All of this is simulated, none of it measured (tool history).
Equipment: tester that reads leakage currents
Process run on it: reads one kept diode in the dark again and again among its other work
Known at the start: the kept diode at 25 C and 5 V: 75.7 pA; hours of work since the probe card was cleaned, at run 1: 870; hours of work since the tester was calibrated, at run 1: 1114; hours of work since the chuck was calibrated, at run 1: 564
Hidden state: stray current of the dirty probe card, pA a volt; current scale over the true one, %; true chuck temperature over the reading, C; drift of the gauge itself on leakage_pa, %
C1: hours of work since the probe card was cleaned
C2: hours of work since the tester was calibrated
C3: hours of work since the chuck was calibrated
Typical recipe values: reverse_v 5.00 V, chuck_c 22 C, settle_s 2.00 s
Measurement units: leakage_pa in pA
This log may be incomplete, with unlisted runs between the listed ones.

Run 1, hour 0.0: usual settings; C1 870; C2 1114; C3 564. Result: leakage_pa 63.78 pA.
Run 2, hour 45.2: usual settings; C1 904; C2 1148; C3 598. Result: leakage_pa 63.96 pA.
Run 3, hour 92.7: usual settings; C1 940; C2 1184; C3 634. Result: leakage_pa 64.33 pA.
Run 4, hour 135.1: usual settings; C1 972; C2 1215; C3 665. Result: leakage_pa 64.97 pA.
Run 5, hour 182.3: usual settings; C1 1007; C2 1251; C3 701. Result: leakage_pa 64.97 pA.
Run 6, hour 205.7: usual settings; C1 1025; C2 1268; C3 718. Result: leakage_pa 64.80 pA.
Run 7, hour 255.0: usual settings; C1 1062; C2 1305; C3 755. Result: leakage_pa 65.01 pA.
Run 8, hour 282.9: usual settings; C1 1083; C2 1326; C3 776. Result: leakage_pa 65.20 pA.
Run 9, hour 319.1: usual settings; C1 1110; C2 1353; C3 804. Result: leakage_pa 65.74 pA.
Run 10, hour 364.7: usual settings; C1 1144; C2 1388; C3 838. Result: leakage_pa 65.59 pA.
Run 11, hour 400.7: usual settings; C1 1171; C2 1415; C3 865. Result: leakage_pa 65.62 pA.
Run 12, hour 452.0: usual settings but reverse_v 7.03 V; C1 1209; C2 1453; C3 903. Result: leakage_pa 77.36 pA.
Run 13, hour 474.6: usual settings but reverse_v 8.25 V, chuck_c 20 C, settle_s 3.55 s; C1 1226; C2 1470; C3 920. Result: leakage_pa 72.57 pA.
Run 14, hour 509.5: usual settings but reverse_v 2.94 V, chuck_c 32 C, settle_s 0.54 s; C1 1253; C2 1496; C3 947. Result: leakage_pa 106.58 pA.
Run 15, hour 553.3: usual settings but reverse_v 2.94 V, chuck_c 32 C, settle_s 0.54 s; C1 1285; C2 1529; C3 979. Result: leakage_pa 106.17 pA.
Run 16, hour 574.5: usual settings but reverse_v 2.94 V, chuck_c 56 C, settle_s 0.54 s; C1 1301; C2 1545; C3 995. Result: leakage_pa 519.71 pA.
At hour 581.1: chuck's temperature calibrated.
Run 17, hour 608.8: usual settings but reverse_v 3.30 V, chuck_c 27 C, settle_s 1.04 s; C1 1326; C2 1569; C3 21. Result: leakage_pa 80.53 pA.
Run 18, hour 651.7: usual settings but reverse_v 3.30 V, chuck_c 27 C, settle_s 1.04 s; C1 1358; C2 1602; C3 53. Result: leakage_pa 80.71 pA.
Run 19, hour 674.1: usual settings but reverse_v 5.60 V, chuck_c 43 C; C1 1375; C2 1619; C3 70. Result: leakage_pa 312.05 pA.

For run 20, what comes out?
Run 20, hour 702.2: usual settings but reverse_v 5.60 V, chuck_c 43 C; C1 1396; C2 1640; C3 91. Result: leakage_pa ?.

{"run 20": {"leakage_pa": 311.41}}
Without the tool's hidden state the same run would have given leakage_pa 287.35 pA.
